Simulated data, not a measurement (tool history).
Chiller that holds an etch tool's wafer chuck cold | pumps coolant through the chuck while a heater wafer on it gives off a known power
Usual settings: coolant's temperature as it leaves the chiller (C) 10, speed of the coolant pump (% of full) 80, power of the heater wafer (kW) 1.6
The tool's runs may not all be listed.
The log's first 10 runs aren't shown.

run    hour  coolant's temperature as it leaves the chiller (C)  speed of the coolant pump (% of full)  power of the heater wafer (kW)  hours since the coolant was changed and the channels were flushed  hours since the pump was overhauled  hours since the chiller's thermometer was calibrated  chuck's temperature once it has settled (C)  how much warmer the coolant comes back (C)
 11   331.3                                                   2                                     80                           1.184                                                               2544                                  877                                                   923                                         10.2                                        4.04
 12   364.1                                                   2                                     80                           1.184                                                               2576                                  910                                                   956                                         10.1                                        4.02
 13   409.4                                                   2                                     80                           1.184                                                               2622                                  956                                                  1001                                         10.1                                        4.06
 14   455.4                                                  10                                     73                             1.6                                                               2668                                 1002                                                  1047                                         21.8                                        6.09
 15   501.3                                                  10                                     80                             1.6                                                               2714                                 1047                                                  1093                                         21.1                                        5.49
 16   544.7                                                  10                                     80                           0.891                                                               2757                                 1091                                                  1136                                         16.2                                        3.02
 17   573.6                                                  10                                     80                           0.891                                                               2786                                 1120                                                  1165                                         16.3                                        3.06
 18   595.6                                                  10                                     71                             1.6                                                               2808                                 1142                                                  1187                                         22.1                                        6.17
 19   616.3                                                  10                                     71                             1.6                                                               2829                                 1162                                                  1208                                           22                                        6.21
 20   652.3                                                   8                                     99                             1.6                                                               2865                                 1198                                                  1244                                         17.9                                        4.47
 21   698.5                                                   8                                     99                             1.6                                                               2911                                 1245                                                  1290                                         17.9                                         4.5
 22   721.7                                                  11                                     80                           1.525                                                               2934                                 1268                                                  1313                                         21.7                                        5.27
 23   744.9                                                  19                                    100                           1.107                                                               2957                                 1291                                                  1337                                         25.8                                        3.09
 24   765.1                                                  19                                    100                           1.107                                                               2977                                 1311                                                  1357                                         25.9                                        3.11
 25   791.3                                                  19                                    100                           1.107                                                               3004                                 1337                                                  1383                                         25.8                                        3.09
 26   828.8                                                   0                                     84                            1.16                                                               3041                                 1375                                                  1421                                          7.9                                         3.8
 27   858.3                                                   2                                     66                           0.972                                                               3071                                 1405                                                  1450                                          9.3                                        4.08
 28   900.3                                                   3                                     75                           1.385                                                               3113                                 1446                                                  1492                                         13.1                                           5
 29   928.2                                                  13                                     92                           1.181                                                               3141                                 1474                                                  1520                                         20.7                                        3.56
 30   953.8                                                  10                                     94                           1.469                                                               3166                                 1500                                                  1546                                         19.5                                        4.37
 31   978.6                                                   8                                     80                             1.6                                                               3191                                 1525                                                  1570                                         19.2                                        5.57
 32  1006.8                                                  17                                     93                             1.6                                                               3219                                 1553                                                  1599                                         27.3                                        4.75
 33  1043.7                                                  17                                     70                           0.845                                                               3256                                 1590                                                  1636                                         23.6                                        3.32

Forecast each of these 3 alternatives for the next run:
  A  1088.2                                                  10                                     97                           1.316                                                               3301                                 1634                                                  1680                                            ?                                           ?
  B  1088.2                                                   2                                     80                            0.82                                                               3301                                 1634                                                  1680                                            ?                                           ?
  C  1088.2                                                   0                                     96                           1.784                                                               3301                                 1634                                                  1680                                            ?                                           ?

run  chuck's temperature once it has settled (C)  how much warmer the coolant comes back (C)
  A                                         18.2                                         3.8
  B                                          8.1                                        2.88
  C                                         11.3                                        5.15
Without the tool's hidden state the same runs would have given:
run  chuck's temperature once it has settled (C)  how much warmer the coolant comes back (C)
  A                                         17.7                                        3.73
  B                                          7.7                                        2.83
  C                                         10.7                                        5.07

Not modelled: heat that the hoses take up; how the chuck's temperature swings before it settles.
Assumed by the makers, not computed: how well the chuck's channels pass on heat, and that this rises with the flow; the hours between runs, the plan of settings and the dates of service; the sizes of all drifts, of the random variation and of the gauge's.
